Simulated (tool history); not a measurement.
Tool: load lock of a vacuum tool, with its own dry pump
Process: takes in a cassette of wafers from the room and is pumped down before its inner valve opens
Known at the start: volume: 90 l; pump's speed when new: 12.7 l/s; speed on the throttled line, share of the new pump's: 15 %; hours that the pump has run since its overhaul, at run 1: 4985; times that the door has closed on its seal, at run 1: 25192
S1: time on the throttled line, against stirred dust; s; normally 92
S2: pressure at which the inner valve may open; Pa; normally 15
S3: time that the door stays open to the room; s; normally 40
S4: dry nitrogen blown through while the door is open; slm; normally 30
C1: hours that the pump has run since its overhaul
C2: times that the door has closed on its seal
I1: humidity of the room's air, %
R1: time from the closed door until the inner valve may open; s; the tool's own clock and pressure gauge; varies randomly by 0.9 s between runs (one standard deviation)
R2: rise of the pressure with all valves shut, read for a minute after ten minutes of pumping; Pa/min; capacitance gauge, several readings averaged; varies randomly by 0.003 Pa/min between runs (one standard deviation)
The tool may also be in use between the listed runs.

{"run": 1, "hour": 0.0, "S1": 92, "S2": 15, "S3": 40, "S4": 30, "C1": 4985, "C2": 25192, "I1": 46.5, "R1": 143.0, "R2": 0.174}
{"run": 2, "hour": 103.2, "S1": 92, "S2": 15, "S3": 40, "S4": 30, "C1": 5088, "C2": 25451, "I1": 45.0, "R1": 144.1, "R2": 0.179}
{"run": 3, "hour": 228.1, "S1": 92, "S2": 15, "S3": 40, "S4": 30, "C1": 5213, "C2": 25765, "I1": 42.9, "R1": 144.0, "R2": 0.18}
{"run": 4, "hour": 345.1, "S1": 92, "S2": 15, "S3": 40, "S4": 30, "C1": 5330, "C2": 26059, "I1": 49.7, "R1": 144.9, "R2": 0.182}
{"run": 5, "hour": 459.3, "S1": 92, "S2": 15, "S3": 40, "S4": 22, "C1": 5444, "C2": 26345, "I1": 44.6, "R1": 143.7, "R2": 0.187}
{"run": 6, "hour": 599.2, "S1": 92, "S2": 15, "S3": 40, "S4": 22, "C1": 5584, "C2": 26697, "I1": 46.4, "R1": 144.3, "R2": 0.2}
{"run": 7, "hour": 671.8, "S1": 92, "S2": 15, "S3": 40, "S4": 22, "C1": 5656, "C2": 26879, "I1": 50.9, "R1": 144.5, "R2": 0.199}
{"run": 8, "hour": 742.1, "S1": 92, "S2": 15, "S3": 40, "S4": 40, "C1": 5727, "C2": 27056, "I1": 46.8, "R1": 142.3, "R2": 0.201}
{"run": 9, "hour": 880.0, "S1": 92, "S2": 15, "S3": 40, "S4": 40, "C1": 5865, "C2": 27402, "I1": 42.0, "R1": 145.9, "R2": 0.203}
{"run": 10, "hour": 996.2, "S1": 92, "S2": 15, "S3": 40, "S4": 30, "C1": 5981, "C2": 27694, "I1": 46.1, "R1": 146.3, "R2": 0.205}
{"run": 11, "hour": 1140.7, "S1": 92, "S2": 15, "S3": 47, "S4": 30, "C1": 6125, "C2": 28057, "I1": 46.0, "R1": 145.2, "R2": 0.216}
{"run": 12, "hour": 1266.6, "S1": 92, "S2": 15, "S3": 47, "S4": 30, "C1": 6251, "C2": 28373, "I1": 45.4, "R1": 145.3, "R2": 0.213}
{"run": 13, "hour": 1337.8, "S1": 92, "S2": 15, "S3": 47, "S4": 30, "C1": 6322, "C2": 28552, "I1": 46.9, "R1": 143.7, "R2": 0.219}
{"run": 14, "hour": 1422.3, "S1": 92, "S2": 15, "S3": 47, "S4": 30, "C1": 6407, "C2": 28764, "I1": 45.4, "R1": 145.2, "R2": 0.217}
{"run": 15, "hour": 1499.6, "S1": 92, "S2": 15, "S3": 47, "S4": 30, "C1": 6484, "C2": 28958, "I1": 42.0, "R1": 146.6, "R2": 0.224}
{"run": 16, "hour": 1647.4, "S1": 92, "S2": 15, "S3": 47, "S4": 30, "C1": 6632, "C2": 29329, "I1": 44.3, "R1": 145.6, "R2": 0.22}
{"run": 17, "hour": 1799.7, "S1": 92, "S2": 15, "S3": 56, "S4": 30, "C1": 6784, "C2": 29712, "I1": 44.2, "R1": 146.0, "R2": 0.223}
{"run": 18, "hour": 1929.2, "S1": 92, "S2": 15, "S3": 56, "S4": 30, "C1": 6914, "C2": 30037, "I1": 42.7, "R1": 145.2, "R2": 0.236}
{"run": 19, "hour": 2025.4, "S1": 111, "S2": 15, "S3": 42, "S4": 15, "C1": 7010, "C2": 30279, "I1": 46.5, "R1": 162.5, "R2": 0.236}
{"run": 20, "hour": 2097.6, "S1": 49, "S2": 23, "S3": 190, "S4": 15, "C1": 7082, "C2": 30460, "I1": 47.5, "R1": 105.4, "R2": 0.282}
{"run": 21, "hour": 2180.8, "S1": 49, "S2": 11, "S3": 79, "S4": 15, "C1": 7165, "C2": 30669, "I1": 45.1, "R1": 111.8, "R2": 0.261}
{"run": 22, "hour": 2291.2, "S1": 49, "S2": 15, "S3": 103, "S4": 30, "C1": 7276, "C2": 30946, "I1": 45.9, "R1": 109.5, "R2": 0.259}
{"run": 23, "hour": 2451.3, "S1": 49, "S2": 15, "S3": 103, "S4": 30, "C1": 7436, "C2": 31349, "I1": 42.3, "R1": 108.8, "R2": 0.256}
{"run": 24, "hour": 2599.9, "S1": 49, "S2": 15, "S3": 103, "S4": 30, "C1": 7584, "C2": 31722, "I1": 44.3, "R1": 110.3, "R2": 0.26}
{"run": 25, "hour": 2741.2, "S1": 49, "S2": 15, "S3": 145, "S4": 15, "C1": 7726, "C2": 32077, "I1": 43.9, "R1": 109.7, "R2": 0.289}
{"run": 26, "hour": 2895.6, "S1": 49, "S2": 14, "S3": 145, "S4": 5, "C1": 7880, "C2": 32465, "I1": 45.5, "R1": 110.1, "R2": 0.319}

Forecast run 27:
{"run": 27, "hour": 2986.1, "S1": 92, "S2": 15, "S3": 40, "S4": 35, "C1": 7971, "C2": 32692, "I1": 44.5, "R1": "?", "R2": "?"}

R1: 146.2 s
R2: 0.264 Pa/min
With the hidden condition absent and the run-to-run variation left alone, this run would have shown R1 141.2 s, R2 0.027 Pa/min.
